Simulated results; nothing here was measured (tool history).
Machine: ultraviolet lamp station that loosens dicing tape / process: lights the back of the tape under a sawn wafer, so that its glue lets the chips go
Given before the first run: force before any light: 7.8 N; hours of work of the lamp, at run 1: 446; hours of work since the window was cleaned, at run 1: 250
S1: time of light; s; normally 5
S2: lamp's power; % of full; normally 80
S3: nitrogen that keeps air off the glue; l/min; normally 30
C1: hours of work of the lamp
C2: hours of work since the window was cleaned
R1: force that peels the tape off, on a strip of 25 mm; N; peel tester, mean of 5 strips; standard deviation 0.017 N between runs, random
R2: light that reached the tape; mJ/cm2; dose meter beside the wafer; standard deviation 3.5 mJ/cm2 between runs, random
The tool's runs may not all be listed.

run 1 hour=0.0 | S1=5 S2=80 S3=30 | C1=446 C2=250 | R1=1.067 R2=506
run 2 hour=14.6 | S1=5 S2=80 S3=30 | C1=457 C2=261 | R1=1.020 R2=504
run 3 hour=25.2 | S1=5 S2=80 S3=30 | C1=465 C2=269 | R1=1.076 R2=501
run 4 hour=35.0 | S1=5 S2=80 S3=30 | C1=473 C2=277 | R1=1.071 R2=509
run 5 hour=44.2 | S1=5 S2=80 S3=30 | C1=480 C2=284 | R1=1.095 R2=502
run 6 hour=55.7 | S1=5 S2=80 S3=30 | C1=489 C2=293 | R1=1.076 R2=499
run 7 hour=63.3 | S1=5 S2=80 S3=30 | C1=495 C2=299 | R1=1.115 R2=502
run 8 hour=76.6 | S1=5 S2=80 S3=30 | C1=505 C2=309 | R1=1.073 R2=493
run 9 hour=92.0 | S1=5 S2=80 S3=30 | C1=517 C2=321 | R1=1.093 R2=498
run 10 hour=102.9 | S1=5 S2=80 S3=30 | C1=525 C2=329 | R1=1.083 R2=492
run 11 hour=114.9 | S1=5 S2=80 S3=30 | C1=535 C2=339 | R1=1.107 R2=495
run 12 hour=129.2 | S1=5 S2=65 S3=30 | C1=546 C2=350 | R1=1.504 R2=398
run 13 hour=138.0 | S1=5 S2=86 S3=30 | C1=553 C2=356 | R1=0.981 R2=532
run 14 hour=149.8 | S1=5 S2=86 S3=30 | C1=562 C2=366 | R1=1.027 R2=525
run 15 hour=161.9 | S1=5 S2=86 S3=17 | C1=571 C2=375 | R1=1.459 R2=528
run 16 hour=168.6 | S1=5 S2=86 S3=17 | C1=576 C2=380 | R1=1.502 R2=523
run 17 hour=182.3 | S1=5 S2=86 S3=17 | C1=587 C2=391 | R1=1.469 R2=520
run 18 hour=195.0 | S1=8 S2=80 S3=30 | C1=597 C2=401 | R1=0.429 R2=776
run 19 hour=204.9 | S1=8 S2=80 S3=30 | C1=604 C2=408 | R1=0.422 R2=776
run 20 hour=214.8 | S1=8 S2=80 S3=30 | C1=612 C2=416 | R1=0.404 R2=772
run 21 hour=223.6 | S1=8 S2=80 S3=30 | C1=619 C2=423 | R1=0.433 R2=780
run 22 hour=239.0 | S1=5 S2=80 S3=31 | C1=631 C2=435 | R1=1.154 R2=476
run 23 hour=250.6 | S1=5 S2=80 S3=31 | C1=640 C2=444 | R1=1.169 R2=479
run 24 hour=263.4 | S1=6 S2=63 S3=11 | C1=650 C2=454 | R1=2.343 R2=445
run 25 hour=278.3 | S1=6 S2=63 S3=11 | C1=661 C2=465 | R1=2.374 R2=446
run 26 hour=284.9 | S1=6 S2=75 S3=28 | C1=666 C2=470 | R1=1.038 R2=528
run 27 hour=294.0 | S1=6 S2=75 S3=28 | C1=673 C2=477 | R1=1.024 R2=527
run 28 hour=302.5 | S1=6 S2=75 S3=28 | C1=680 C2=484 | R1=1.061 R2=531
run 29 hour=310.3 | S1=4 S2=62 S3=10 | C1=686 C2=490 | R1=3.818 R2=293
run 30 hour=319.7 | S1=3 S2=80 S3=39 | C1=693 C2=497 | R1=2.217 R2=284
run 31 hour=334.7 | S1=2 S2=78 S3=44 | C1=705 C2=509 | R1=3.312 R2=183
run 32 hour=342.6 | S1=3 S2=70 S3=12 | C1=711 C2=515 | R1=4.011 R2=242
run 33 hour=351.4 | S1=7 S2=67 S3=12 | C1=718 C2=522 | R1=1.747 R2=541
-- hour=353.9 window cleaned of glue's vapour
run 34 hour=359.3 | S1=7 S2=67 S3=12 | C1=724 C2=4 | R1=1.622 R2=571
run 35 hour=371.3 | S1=2 S2=67 S3=13 | C1=733 C2=13 | R1=4.839 R2=161
run 36 hour=382.9 | S1=5 S2=70 S3=19 | C1=742 C2=23 | R1=1.893 R2=420
run 37 hour=393.2 | S1=5 S2=70 S3=19 | C1=750 C2=30 | R1=1.910 R2=419
run 38 hour=404.3 | S1=2 S2=70 S3=39 | C1=758 C2=39 | R1=3.605 R2=173
run 39 hour=412.8 | S1=3 S2=71 S3=19 | C1=765 C2=46 | R1=3.213 R2=256
run 40 hour=426.4 | S1=7 S2=80 S3=20 | C1=776 C2=56 | R1=0.873 R2=674
run 41 hour=436.5 | S1=5 S2=76 S3=13 | C1=783 C2=64 | R1=2.156 R2=449
run 42 hour=451.8 | S1=2 S2=60 S3=45 | C1=795 C2=76 | R1=3.878 R2=141
run 43 hour=458.1 | S1=2 S2=60 S3=45 | C1=800 C2=81 | R1=4.039 R2=141
run 44 hour=464.7 | S1=2 S2=97 S3=45 | C1=805 C2=86 | R1=2.726 R2=228

Alternative continuations, all from the tool just after run 44; predict every row:
run A hour=478.3 | S1=3 S2=80 S3=45 | C1=816 C2=96 | R1=? R2=?
run B hour=478.3 | S1=5 S2=80 S3=17 | C1=816 C2=96 | R1=? R2=?
run C hour=478.3 | S1=5 S2=89 S3=41 | C1=816 C2=96 | R1=? R2=?
run D hour=478.3 | S1=5 S2=71 S3=55 | C1=816 C2=96 | R1=? R2=?

run=A R1=2.075 R2=283
run=B R1=1.770 R2=466
run=C R1=0.819 R2=523
run=D R1=1.002 R2=419
Take away the tool's hidden state, keep each run's random variation, and the runs would have read:
run=A R1=1.521 R2=352
run=B R1=1.248 R2=581
run=C R1=0.504 R2=652
run=D R1=0.637 R2=522
